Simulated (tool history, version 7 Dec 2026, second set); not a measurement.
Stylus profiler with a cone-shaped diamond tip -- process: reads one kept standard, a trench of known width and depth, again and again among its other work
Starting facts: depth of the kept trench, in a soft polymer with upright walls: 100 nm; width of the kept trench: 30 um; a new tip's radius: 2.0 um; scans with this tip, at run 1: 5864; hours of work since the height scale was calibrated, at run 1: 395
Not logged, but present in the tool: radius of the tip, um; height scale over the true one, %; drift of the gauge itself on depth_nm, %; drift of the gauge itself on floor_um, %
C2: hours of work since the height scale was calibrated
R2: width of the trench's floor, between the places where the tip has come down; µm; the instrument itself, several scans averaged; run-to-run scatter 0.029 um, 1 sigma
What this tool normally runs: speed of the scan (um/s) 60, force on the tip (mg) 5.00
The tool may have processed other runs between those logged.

Run 1, hour 0.0: usual settings; scans with this tip 5864; C2 395. Result: depth of the trench (Å) 1025.7, R2 28.20 µm.
Run 2, hour 72.7: usual settings; scans with this tip 6392; C2 430. Result: depth of the trench (Å) 1025.3, R2 28.20 µm.
Run 3, hour 130.6: usual settings; scans with this tip 6813; C2 459. Result: depth of the trench (Å) 1025.2, R2 28.16 µm.
Run 4, hour 160.6: usual settings; scans with this tip 7030; C2 473. Result: depth of the trench (Å) 1025.1, R2 28.21 µm.
Run 5, hour 204.9: usual settings; scans with this tip 7353; C2 495. Result: depth of the trench (Å) 1025.4, R2 28.12 µm.
Run 6, hour 236.8: usual settings; scans with this tip 7585; C2 511. Result: depth of the trench (Å) 1025.3, R2 28.18 µm.
Run 7, hour 290.1: usual settings; scans with this tip 7971; C2 537. Result: depth of the trench (Å) 1024.9, R2 28.11 µm.
Run 8, hour 327.0: usual settings; scans with this tip 8240; C2 555. Result: depth of the trench (Å) 1025.0, R2 28.12 µm.
Run 9, hour 367.9: usual settings; scans with this tip 8537; C2 575. Result: depth of the trench (Å) 1024.5, R2 28.10 µm.
Run 10, hour 431.9: usual settings; scans with this tip 9002; C2 606. Result: depth of the trench (Å) 1024.7, R2 28.12 µm.
Run 11, hour 491.9: usual settings but force on the tip (mg) 6.40; scans with this tip 9438; C2 635. Result: depth of the trench (Å) 1029.5, R2 28.08 µm.
Run 12, hour 537.1: usual settings but force on the tip (mg) 6.40; scans with this tip 9766; C2 658. Result: depth of the trench (Å) 1029.3, R2 28.08 µm.
Run 13, hour 571.0: usual settings but force on the tip (mg) 6.40; scans with this tip 10013; C2 674. Result: depth of the trench (Å) 1029.3, R2 28.07 µm.
Run 14, hour 619.3: usual settings but speed of the scan (um/s) 41, force on the tip (mg) 2.72; scans with this tip 10363; C2 698. Result: depth of the trench (Å) 1014.7, R2 28.05 µm.
Run 15, hour 668.7: usual settings but speed of the scan (um/s) 37, force on the tip (mg) 3.71; scans with this tip 10723; C2 722. Result: depth of the trench (Å) 1019.0, R2 28.06 µm.
At hour 675.9: height scale calibrated on a step standard.
At hour 716.3: new tip fitted, height scale calibrated.
Run 16, hour 731.1: usual settings but speed of the scan (um/s) 137, force on the tip (mg) 2.42; scans with this tip 108; C2 7. Result: depth of the trench (Å) 1016.7, R2 28.10 µm.
Run 17, hour 788.1: usual settings but speed of the scan (um/s) 137, force on the tip (mg) 2.42; scans with this tip 522; C2 35. Result: depth of the trench (Å) 1016.6, R2 28.07 µm.
Run 18, hour 848.6: usual settings but speed of the scan (um/s) 137, force on the tip (mg) 2.42; scans with this tip 961; C2 65. Result: depth of the trench (Å) 1016.2, R2 28.04 µm.
Run 19, hour 916.6: usual settings but speed of the scan (um/s) 137, force on the tip (mg) 2.42; scans with this tip 1455; C2 98. Result: depth of the trench (Å) 1016.2, R2 28.00 µm.
Run 20, hour 976.4: usual settings but speed of the scan (um/s) 137, force on the tip (mg) 2.42; scans with this tip 1890; C2 127. Result: depth of the trench (Å) 1016.0, R2 27.96 µm.

Run 21, settings as shown, results not yet in. Your forecast:
Run 21, hour 1034.9: usual settings but speed of the scan (um/s) 68, force on the tip (mg) 7.69; scans with this tip 2315; C2 156. Result: depth of the trench (Å) ?, R2 ?.

depth of the trench (Å): 1035.8
R2: 28.48 µm
On a tool with no hidden condition, and with the same random variation, this run would have come out at depth of the trench (Å) 1036.9, R2 28.61 µm.

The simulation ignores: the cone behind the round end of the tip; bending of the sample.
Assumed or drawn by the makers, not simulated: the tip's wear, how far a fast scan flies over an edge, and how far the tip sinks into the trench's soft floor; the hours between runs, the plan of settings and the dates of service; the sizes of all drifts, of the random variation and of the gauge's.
